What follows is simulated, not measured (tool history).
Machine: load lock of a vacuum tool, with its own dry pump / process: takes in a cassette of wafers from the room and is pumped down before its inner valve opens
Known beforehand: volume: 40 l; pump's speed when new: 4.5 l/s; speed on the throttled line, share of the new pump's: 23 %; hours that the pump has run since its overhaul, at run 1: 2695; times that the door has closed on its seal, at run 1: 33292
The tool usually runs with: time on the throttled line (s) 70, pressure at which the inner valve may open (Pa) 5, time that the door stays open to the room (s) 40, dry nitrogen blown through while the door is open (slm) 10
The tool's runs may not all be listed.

run,hour,time on the throttled line (s),pressure at which the inner valve may open (Pa),time that the door stays open to the room (s),dry nitrogen blown through while the door is open (slm),hours that the pump has run since its overhaul,times that the door has closed on its seal,"incoming humidity of the room's air, %",time from the closed door until the inner valve may open (s),rise of the pressure with all valves shut (Pa/min)
1,0,70,5,40,10,2695,33292,44.5,141.8,0.019
2,167.5,70,5,40,10,2862,34007,45.3,143.2,0.028
3,320.5,70,5,40,10,3015,34661,46.2,143.7,0.024
4,501.2,70,5,40,10,3196,35433,47,141.8,0.023
5,642.1,70,5,40,10,3337,36035,46.8,143.2,0.022
6,735.9,70,5,40,10,3431,36435,45.8,144.6,0.015
7,873.2,69,5,138,7,3568,37022,47.3,141.7,0.029
8,1048.6,69,5,138,7,3743,37771,45.2,143,0.035
9,1167.8,70,9,103,24,3863,38280,43.3,137.8,0.021
10,1334.6,70,9,103,24,4029,38993,45.3,137.3,0.017
11,1441.4,70,5,40,33,4136,39449,47.7,143.9,0.011
12,1568.3,100,5,40,18,4263,39991,45.6,167,0.012

3 ways to go on from here, each from the tool as it stands after run 12. What would each give?
A,1727.8,40,8,40,6,4423,40673,39.3,?,?
B,1727.8,70,10,63,10,4423,40673,46.9,?,?
C,1727.8,94,5,61,18,4423,40673,49.3,?,?

run,time from the closed door until the inner valve may open (s),rise of the pressure with all valves shut (Pa/min)
A,115.1,0.025
B,135.2,0.029
C,161.9,0.023
The same runs, with their run-to-run variation unchanged, on a tool lacking any hidden condition would have given:
run,time from the closed door until the inner valve may open (s),rise of the pressure with all valves shut (Pa/min)
A,115.1,0.024
B,135.2,0.028
C,161.9,0.022

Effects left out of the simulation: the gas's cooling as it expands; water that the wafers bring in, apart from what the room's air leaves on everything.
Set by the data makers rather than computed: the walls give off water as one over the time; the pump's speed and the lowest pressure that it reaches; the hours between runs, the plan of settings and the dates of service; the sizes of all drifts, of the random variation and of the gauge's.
